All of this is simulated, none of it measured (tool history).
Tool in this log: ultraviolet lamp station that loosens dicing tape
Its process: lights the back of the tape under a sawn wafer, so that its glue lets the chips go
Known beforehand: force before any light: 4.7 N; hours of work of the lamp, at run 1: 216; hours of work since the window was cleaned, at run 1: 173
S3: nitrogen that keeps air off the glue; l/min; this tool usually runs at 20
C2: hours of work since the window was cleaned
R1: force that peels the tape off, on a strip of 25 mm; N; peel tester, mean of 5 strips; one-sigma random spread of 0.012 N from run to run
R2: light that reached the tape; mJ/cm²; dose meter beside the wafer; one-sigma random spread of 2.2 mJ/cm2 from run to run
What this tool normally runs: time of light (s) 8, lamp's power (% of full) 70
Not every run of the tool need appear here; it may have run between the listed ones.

run 1 hour=0 | time_of_light_(s)=8 lamp's_power_(%_of_full)=70 S3=20 | hours_of_work_of_the_lamp=216 C2=173 | R1=0.528 R2=190
run 2 hour=18.6 | time_of_light_(s)=8 lamp's_power_(%_of_full)=70 S3=20 | hours_of_work_of_the_lamp=224 C2=180 | R1=0.53 R2=191
run 3 hour=37.6 | time_of_light_(s)=8 lamp's_power_(%_of_full)=70 S3=20 | hours_of_work_of_the_lamp=232 C2=188 | R1=0.522 R2=188
run 4 hour=53.2 | time_of_light_(s)=8 lamp's_power_(%_of_full)=70 S3=20 | hours_of_work_of_the_lamp=238 C2=195 | R1=0.515 R2=195
run 5 hour=64.2 | time_of_light_(s)=8 lamp's_power_(%_of_full)=70 S3=20 | hours_of_work_of_the_lamp=243 C2=199 | R1=0.513 R2=190
run 6 hour=80.2 | time_of_light_(s)=8 lamp's_power_(%_of_full)=70 S3=12 | hours_of_work_of_the_lamp=249 C2=206 | R1=0.647 R2=191
run 7 hour=94.7 | time_of_light_(s)=8 lamp's_power_(%_of_full)=70 S3=12 | hours_of_work_of_the_lamp=255 C2=212 | R1=0.652 R2=190
run 8 hour=109.2 | time_of_light_(s)=8 lamp's_power_(%_of_full)=72 S3=12 | hours_of_work_of_the_lamp=261 C2=218 | R1=0.604 R2=192
run 9 hour=123.5 | time_of_light_(s)=8 lamp's_power_(%_of_full)=72 S3=12 | hours_of_work_of_the_lamp=267 C2=224 | R1=0.619 R2=198
run 10 hour=144.5 | time_of_light_(s)=8 lamp's_power_(%_of_full)=72 S3=12 | hours_of_work_of_the_lamp=276 C2=233 | R1=0.629 R2=198
run 11 hour=157.4 | time_of_light_(s)=8 lamp's_power_(%_of_full)=72 S3=12 | hours_of_work_of_the_lamp=281 C2=238 | R1=0.622 R2=197
run 12 hour=174 | time_of_light_(s)=8 lamp's_power_(%_of_full)=72 S3=12 | hours_of_work_of_the_lamp=288 C2=245 | R1=0.608 R2=196
run 13 hour=196.3 | time_of_light_(s)=8 lamp's_power_(%_of_full)=70 S3=20 | hours_of_work_of_the_lamp=297 C2=254 | R1=0.522 R2=191
run 14 hour=219.4 | time_of_light_(s)=8 lamp's_power_(%_of_full)=77 S3=20 | hours_of_work_of_the_lamp=307 C2=264 | R1=0.453 R2=212
run 15 hour=238.7 | time_of_light_(s)=15 lamp's_power_(%_of_full)=70 S3=20 | hours_of_work_of_the_lamp=315 C2=271 | R1=0.261 R2=360
run 16 hour=250.7 | time_of_light_(s)=15 lamp's_power_(%_of_full)=70 S3=20 | hours_of_work_of_the_lamp=320 C2=276 | R1=0.257 R2=355
run 17 hour=260 | time_of_light_(s)=15 lamp's_power_(%_of_full)=70 S3=20 | hours_of_work_of_the_lamp=324 C2=280 | R1=0.256 R2=355
run 18 hour=270.1 | time_of_light_(s)=10 lamp's_power_(%_of_full)=70 S3=20 | hours_of_work_of_the_lamp=328 C2=285 | R1=0.376 R2=238
run 19 hour=280.5 | time_of_light_(s)=10 lamp's_power_(%_of_full)=70 S3=20 | hours_of_work_of_the_lamp=332 C2=289 | R1=0.364 R2=237
run 20 hour=295.2 | time_of_light_(s)=10 lamp's_power_(%_of_full)=70 S3=20 | hours_of_work_of_the_lamp=338 C2=295 | R1=0.38 R2=237
run 21 hour=318.3 | time_of_light_(s)=13 lamp's_power_(%_of_full)=70 S3=20 | hours_of_work_of_the_lamp=348 C2=304 | R1=0.282 R2=308
run 22 hour=330.9 | time_of_light_(s)=8 lamp's_power_(%_of_full)=63 S3=6 | hours_of_work_of_the_lamp=353 C2=310 | R1=0.968 R2=171
run 23 hour=349.1 | time_of_light_(s)=9 lamp's_power_(%_of_full)=95 S3=20 | hours_of_work_of_the_lamp=361 C2=317 | R1=0.311 R2=290
-- hour=357.2 window cleaned of glue's vapour
run 24 hour=368.7 | time_of_light_(s)=8 lamp's_power_(%_of_full)=81 S3=27 | hours_of_work_of_the_lamp=369 C2=5 | R1=0.392 R2=219
run 25 hour=384.6 | time_of_light_(s)=8 lamp's_power_(%_of_full)=70 S3=29 | hours_of_work_of_the_lamp=375 C2=11 | R1=0.451 R2=189
run 26 hour=397.2 | time_of_light_(s)=8 lamp's_power_(%_of_full)=74 S3=29 | hours_of_work_of_the_lamp=380 C2=17 | R1=0.42 R2=203
run 27 hour=419.1 | time_of_light_(s)=10 lamp's_power_(%_of_full)=66 S3=36 | hours_of_work_of_the_lamp=389 C2=26 | R1=0.352 R2=225
run 28 hour=429.4 | time_of_light_(s)=10 lamp's_power_(%_of_full)=66 S3=36 | hours_of_work_of_the_lamp=394 C2=30 | R1=0.352 R2=225
run 29 hour=451.5 | time_of_light_(s)=8 lamp's_power_(%_of_full)=61 S3=36 | hours_of_work_of_the_lamp=403 C2=39 | R1=0.545 R2=165
run 30 hour=463.2 | time_of_light_(s)=11 lamp's_power_(%_of_full)=61 S3=22 | hours_of_work_of_the_lamp=408 C2=44 | R1=0.388 R2=230
run 31 hour=477 | time_of_light_(s)=11 lamp's_power_(%_of_full)=61 S3=22 | hours_of_work_of_the_lamp=413 C2=50 | R1=0.396 R2=230

Below are 4 alternative next runs, each starting from the tool's condition after run 31. Predict each:
run A hour=486.8 | time_of_light_(s)=11 lamp's_power_(%_of_full)=87 S3=33 | hours_of_work_of_the_lamp=417 C2=54 | R1=? R2=?
run B hour=486.8 | time_of_light_(s)=11 lamp's_power_(%_of_full)=61 S3=26 | hours_of_work_of_the_lamp=417 C2=54 | R1=? R2=?
run C hour=486.8 | time_of_light_(s)=8 lamp's_power_(%_of_full)=90 S3=6 | hours_of_work_of_the_lamp=417 C2=54 | R1=? R2=?
run D hour=486.8 | time_of_light_(s)=10 lamp's_power_(%_of_full)=74 S3=6 | hours_of_work_of_the_lamp=417 C2=54 | R1=? R2=?

run=A R1=0.26 R2=325
run=B R1=0.38 R2=228
run=C R1=0.584 R2=242
run=D R1=0.568 R2=248
The same runs, with their run-to-run variation unchanged, on a tool lacking any hidden condition would have given:
run=A R1=0.26 R2=325
run=B R1=0.38 R2=228
run=C R1=0.583 R2=242
run=D R1=0.567 R2=248

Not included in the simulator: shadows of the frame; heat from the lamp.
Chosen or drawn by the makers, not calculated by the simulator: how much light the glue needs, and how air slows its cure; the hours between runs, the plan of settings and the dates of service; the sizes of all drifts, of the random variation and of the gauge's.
